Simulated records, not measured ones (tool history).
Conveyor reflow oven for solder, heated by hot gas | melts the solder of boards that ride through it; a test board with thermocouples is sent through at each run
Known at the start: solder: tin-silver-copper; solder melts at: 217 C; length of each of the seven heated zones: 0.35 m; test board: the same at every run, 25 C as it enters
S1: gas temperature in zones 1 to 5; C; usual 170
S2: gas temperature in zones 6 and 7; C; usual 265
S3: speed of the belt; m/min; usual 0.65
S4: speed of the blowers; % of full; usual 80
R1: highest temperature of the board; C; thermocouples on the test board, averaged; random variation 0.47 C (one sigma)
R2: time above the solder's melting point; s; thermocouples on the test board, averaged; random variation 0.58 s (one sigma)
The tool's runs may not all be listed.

run     day   S1   S2     S3  S4     R1    R2
  1       0  170  265   0.65  80  251.5  49.5
  2   3.475  170  265   0.65  80  250.9  48.2
  3   7.075  170  273   0.65  80  258.4    51
  4   9.088  180  273   0.65  80  259.7  55.2
  5  12.942  180  273   0.65  80  258.7  53.2
     13.888  -- flux residue cleaned out of gas plates and filters
  6  15.921  170  265   0.65  80  253.1  49.9
  7  19.154  170  265   0.65  80  252.2  50.5
  8  22.304  170  265  0.558  80  254.8  61.5
  9  25.542  170  265  0.558  80  254.1  60.4
 10  29.262  170  277   0.65  80  261.8  53.9
 11  33.225  170  265   0.65  80  251.1  47.6
 12  36.188  170  265   0.65  80  248.8  47.1
 13  38.254  170  265   0.65  80  248.5    47
     40.725  -- thermocouples of zones 6 and 7 changed
     41.546  -- flux residue cleaned out of gas plates and filters
 14  42.604  170  265   0.65  80  254.3  51.1
 15  45.958  170  265   0.65  80  254.8    51
 16  50.175  170  265  0.546  80  257.9  64.9
 17  53.129  170  265  0.624  62    251  50.9
 18  54.858  156  265   0.65  75  250.3  44.6
     55.262  -- belt drive overhauled, speed set with a stopwatch
 19  58.296  170  265  0.735  80  248.3    42
 20   61.35  166  265  0.735  80  247.9  40.3
 21  64.217  167  265   0.65  80  250.8  48.8
 22  66.038  171  266  0.596  80  254.6  56.7
     67.092  -- belt drive overhauled, speed set with a stopwatch, once more
     69.312  -- flux residue cleaned out of gas plates and filters
 23  70.467  162  277   0.65  80  263.2  52.2
 24  72.288  162  277   0.65  80  262.9    51
 25  74.279  162  264   0.65  65    248  42.9
 26  77.267  157  272  0.643  65  254.1  46.2
 27  80.075  170  265  0.663  80  249.8  47.8
 28  81.858  172  277  0.754  89  259.5  44.5
 29  83.667  172  277  0.754  89  258.8    43

Forecast each of these 4 alternatives for the next run:
  A  86.621  172  266  0.754  63   ?   ?
  B  86.621  176  271   0.65  54   ?   ?
  C  86.621  178  265   0.65  70   ?   ?
  D  86.621  172  256  0.754  89   ?   ?

run     R1    R2
  A  243.6    35
  B  251.6  48.4
  C  248.5  49.1
  D  239.7  34.1
Without the tool's hidden state the same runs would have given:
run     R1    R2
  A  248.6  38.7
  B    256  51.1
  C  253.2  51.9
  D    245  38.2

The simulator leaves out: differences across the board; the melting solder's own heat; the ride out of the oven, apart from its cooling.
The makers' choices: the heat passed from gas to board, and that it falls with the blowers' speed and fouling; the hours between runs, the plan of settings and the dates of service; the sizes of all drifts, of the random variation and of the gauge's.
